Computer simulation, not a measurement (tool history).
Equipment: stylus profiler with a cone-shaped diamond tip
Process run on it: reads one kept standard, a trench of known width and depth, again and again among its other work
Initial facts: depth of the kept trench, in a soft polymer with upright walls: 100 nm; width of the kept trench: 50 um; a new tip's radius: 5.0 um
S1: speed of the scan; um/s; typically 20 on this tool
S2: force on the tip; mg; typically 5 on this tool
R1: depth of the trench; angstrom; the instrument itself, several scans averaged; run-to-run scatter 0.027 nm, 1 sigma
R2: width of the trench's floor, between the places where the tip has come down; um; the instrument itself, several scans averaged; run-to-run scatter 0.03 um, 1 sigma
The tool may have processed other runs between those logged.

| run | hour | S1 | S2 | R1 | R2 |
|---|---|---|---|---|---|
| 1 | 0 | 20 | 5 | 1025.1 | 46.69 |
| 2 | 9 | 7 | 5 | 1024.8 | 46.75 |
| 3 | 21.4 | 7 | 6.91 | 1031.6 | 46.67 |
| 4 | 34.8 | 20 | 5 | 1025.3 | 46.72 |
| 5 | 49.5 | 22 | 5 | 1025.4 | 46.73 |
| 6 | 62.6 | 20 | 5 | 1025.1 | 46.66 |
| 7 | 73.9 | 20 | 5 | 1024.5 | 46.68 |
| 8 | 89.5 | 13 | 5 | 1024.7 | 46.69 |
| 9 | 100.2 | 13 | 5 | 1024.4 | 46.71 |
| 10 | 113.8 | 7 | 5.29 | 1026.1 | 46.64 |
| 11 | 128.1 | 68 | 14.12 | 1051.8 | 46.61 |
| 12 | 135.2 | 11 | 3.92 | 1020.9 | 46.65 |
| 13 | 151.8 | 27 | 3.92 | 1021.1 | 46.65 |
| 14 | 159.5 | 6 | 3.21 | 1017.4 | 46.65 |
| 15 | 166.2 | 10 | 4.04 | 1021 | 46.64 |
| 16 | 180.4 | 32 | 8.2 | 1035.6 | 46.62 |
| 17 | 187.9 | 9 | 10.75 | 1042.2 | 46.7 |

5 options for the next run, each taken on its own from the tool as it stands now. Forecast them:
| A | 201.5 | 67 | 14.36 | ? | ? |
| B | 201.5 | 25 | 2.93 | ? | ? |
| C | 201.5 | 36 | 14.86 | ? | ? |
| D | 201.5 | 9 | 2.67 | ? | ? |
| E | 201.5 | 20 | 1.93 | ? | ? |

| run | R1 | R2 |
|---|---|---|
| A | 1052.6 | 46.62 |
| B | 1016.9 | 46.59 |
| C | 1053.2 | 46.62 |
| D | 1015.6 | 46.67 |
| E | 1012.4 | 46.59 |
Stripped of hidden state, with their random variation kept, the same runs would have yielded:
| run | R1 | R2 |
|---|---|---|
| A | 1054.5 | 47.96 |
| B | 1018.8 | 47.92 |
| C | 1055.2 | 47.95 |
| D | 1017.5 | 48 |
| E | 1014.3 | 47.92 |

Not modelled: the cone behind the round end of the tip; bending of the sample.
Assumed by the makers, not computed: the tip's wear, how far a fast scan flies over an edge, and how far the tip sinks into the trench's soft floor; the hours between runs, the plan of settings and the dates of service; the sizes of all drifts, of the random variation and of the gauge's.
